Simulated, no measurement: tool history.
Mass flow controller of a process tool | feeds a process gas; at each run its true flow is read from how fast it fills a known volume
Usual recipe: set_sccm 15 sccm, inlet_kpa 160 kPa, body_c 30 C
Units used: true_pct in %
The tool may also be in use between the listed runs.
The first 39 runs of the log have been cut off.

{"run": 40, "hour": 2925.0, "set_sccm": 6, "inlet_kpa": 160, "body_c": 30, "true_pct": 100.43}
{"run": 41, "hour": 2994.2, "set_sccm": 39, "inlet_kpa": 228, "body_c": 30, "true_pct": 101.03}
{"run": 42, "hour": 3056.7, "set_sccm": 11, "inlet_kpa": 176, "body_c": 30, "true_pct": 100.71}
{"run": 43, "hour": 3100.2, "set_sccm": 42, "inlet_kpa": 241, "body_c": 31, "true_pct": 101.46}
{"run": 44, "hour": 3184.1, "set_sccm": 17, "inlet_kpa": 183, "body_c": 30, "true_pct": 100.93}
{"run": 45, "hour": 3245.3, "set_sccm": 17, "inlet_kpa": 183, "body_c": 30, "true_pct": 101.09}
{"run": 46, "hour": 3310.0, "set_sccm": 41, "inlet_kpa": 183, "body_c": 30, "true_pct": 101.24}
{"run": 47, "hour": 3355.4, "set_sccm": 41, "inlet_kpa": 183, "body_c": 39, "true_pct": 102.44}

Branching from run 47: 4 alternative next runs. What would each branch give?
{"run": "A", "hour": 3456.9, "set_sccm": 14, "inlet_kpa": 160, "body_c": 21, "true_pct": "?"}
{"run": "B", "hour": 3456.9, "set_sccm": 15, "inlet_kpa": 203, "body_c": 32, "true_pct": "?"}
{"run": "C", "hour": 3456.9, "set_sccm": 15, "inlet_kpa": 146, "body_c": 30, "true_pct": "?"}
{"run": "D", "hour": 3456.9, "set_sccm": 41, "inlet_kpa": 149, "body_c": 27, "true_pct": "?"}

run=A true_pct=100.00
run=B true_pct=101.62
run=C true_pct=101.23
run=D true_pct=100.96
With no hidden state in the tool, these same runs would have given:
run=A true_pct=98.99
run=B true_pct=100.60
run=C true_pct=100.21
run=D true_pct=99.94

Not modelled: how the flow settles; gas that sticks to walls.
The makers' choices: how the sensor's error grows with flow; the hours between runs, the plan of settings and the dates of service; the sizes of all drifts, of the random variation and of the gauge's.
